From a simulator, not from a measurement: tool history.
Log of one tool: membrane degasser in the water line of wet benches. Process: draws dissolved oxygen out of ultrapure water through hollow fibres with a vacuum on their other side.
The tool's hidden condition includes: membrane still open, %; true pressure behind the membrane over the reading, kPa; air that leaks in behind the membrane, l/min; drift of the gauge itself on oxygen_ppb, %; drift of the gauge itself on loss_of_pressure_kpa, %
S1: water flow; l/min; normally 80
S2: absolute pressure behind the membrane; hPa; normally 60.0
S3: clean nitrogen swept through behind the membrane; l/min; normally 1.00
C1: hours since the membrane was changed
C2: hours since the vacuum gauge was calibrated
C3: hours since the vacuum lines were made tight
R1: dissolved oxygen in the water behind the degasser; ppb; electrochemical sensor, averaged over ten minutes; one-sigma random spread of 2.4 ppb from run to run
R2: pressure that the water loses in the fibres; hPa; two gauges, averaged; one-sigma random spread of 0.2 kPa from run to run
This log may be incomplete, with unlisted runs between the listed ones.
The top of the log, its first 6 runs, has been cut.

run   hour  S1    S2    S3   C1    C2    C3     R1     R2
  7  211.2  80  60.0  1.00  243  3173  3563  408.5  439.1
  8  233.9  97  60.0  1.00  266  3195  3585  484.5  532.2
  9  255.3  97  60.0  1.00  287  3217  3607  477.9  530.5
 10  305.7  97  37.3  1.00  338  3267  3657  154.4  530.6
 11  355.9  80  60.0  1.00  388  3318  3707  410.5  436.6
     372.5  -- vacuum gauge calibrated
 12  394.5  80  60.0  1.00  426    22  3745  386.2  440.9
 13  425.9  80  60.0  1.00  458    53  3777  392.1  437.5
 14  470.6  80  60.0  1.00  502    98  3821  389.3  436.3
 15  502.6  80  60.0  1.00  534   130  3854  389.8  437.7
 16  533.4  80  60.0  1.00  565   161  3884  391.5  437.1
 17  570.6  80  60.0  1.00  602   198  3921  392.4  439.6

For run 18, what comes out?
 18  604.8  67  80.3  0.53  636  232  3956   ?   ?

Run 18 measured R1 818.5 ppb, R2 366.9 hPa.
Were there no unlogged condition in the tool, this run, its random variation unchanged, would have produced R1 818.3 ppb, R2 365.4 hPa.
